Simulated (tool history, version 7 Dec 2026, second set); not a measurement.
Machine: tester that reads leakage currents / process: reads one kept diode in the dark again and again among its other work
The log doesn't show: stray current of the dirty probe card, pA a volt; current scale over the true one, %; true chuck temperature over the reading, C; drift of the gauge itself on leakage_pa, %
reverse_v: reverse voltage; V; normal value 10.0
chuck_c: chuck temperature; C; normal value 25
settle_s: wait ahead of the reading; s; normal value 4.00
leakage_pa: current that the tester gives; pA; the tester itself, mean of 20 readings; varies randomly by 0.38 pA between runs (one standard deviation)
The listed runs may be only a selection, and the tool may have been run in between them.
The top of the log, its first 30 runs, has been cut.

| run | day | reverse_v | chuck_c | settle_s | hours of work since the probe card was cleaned | hours of work since the tester was calibrated | hours of work since the chuck was calibrated | leakage_pa |
|---|---|---|---|---|---|---|---|---|
| 31 | 116.821 | 7.9 | 43 | 2.18 | 644 | 1078 | 772 | 568.63 |
|  | 119.825 | chuck's temperature calibrated |
| 32 | 122.304 | 1.1 | 51 | 1.02 | 742 | 1176 | 45 | 387.46 |
| 33 | 127.796 | 4.0 | 42 | 4.00 | 842 | 1276 | 145 | 349.58 |
| 34 | 130.300 | 10.0 | 25 | 1.80 | 887 | 1321 | 190 | 146.70 |
| 35 | 134.742 | 10.0 | 25 | 1.80 | 968 | 1402 | 271 | 150.61 |
| 36 | 137.946 | 7.8 | 23 | 7.90 | 1026 | 1460 | 329 | 115.93 |
|  | 138.371 | probe card cleaned and baked |
| 37 | 141.467 | 10.0 | 34 | 4.00 | 56 | 1522 | 391 | 285.56 |
| 38 | 145.179 | 10.0 | 34 | 4.00 | 124 | 1589 | 458 | 290.38 |
| 39 | 147.662 | 10.0 | 34 | 4.00 | 169 | 1634 | 503 | 293.69 |
| 40 | 150.608 | 10.0 | 34 | 4.00 | 222 | 1688 | 557 | 297.30 |

What if the next run were any one of these 3? Each begins from the tool's condition after run 40:
| A | 154.304 | 10.0 | 25 | 0.59 | 289 | 1755 | 624 | ? |
| B | 154.304 | 3.3 | 22 | 2.35 | 289 | 1755 | 624 | ? |
| C | 154.304 | 9.6 | 25 | 4.00 | 289 | 1755 | 624 | ? |

| run | leakage_pa |
|---|---|
| A | 153.31 |
| B | 72.37 |
| C | 146.52 |
The same runs, with their run-to-run variation unchanged, on a tool lacking any hidden condition would have given:
| run | leakage_pa |
|---|---|
| A | 128.01 |
| B | 60.64 |
| C | 121.79 |
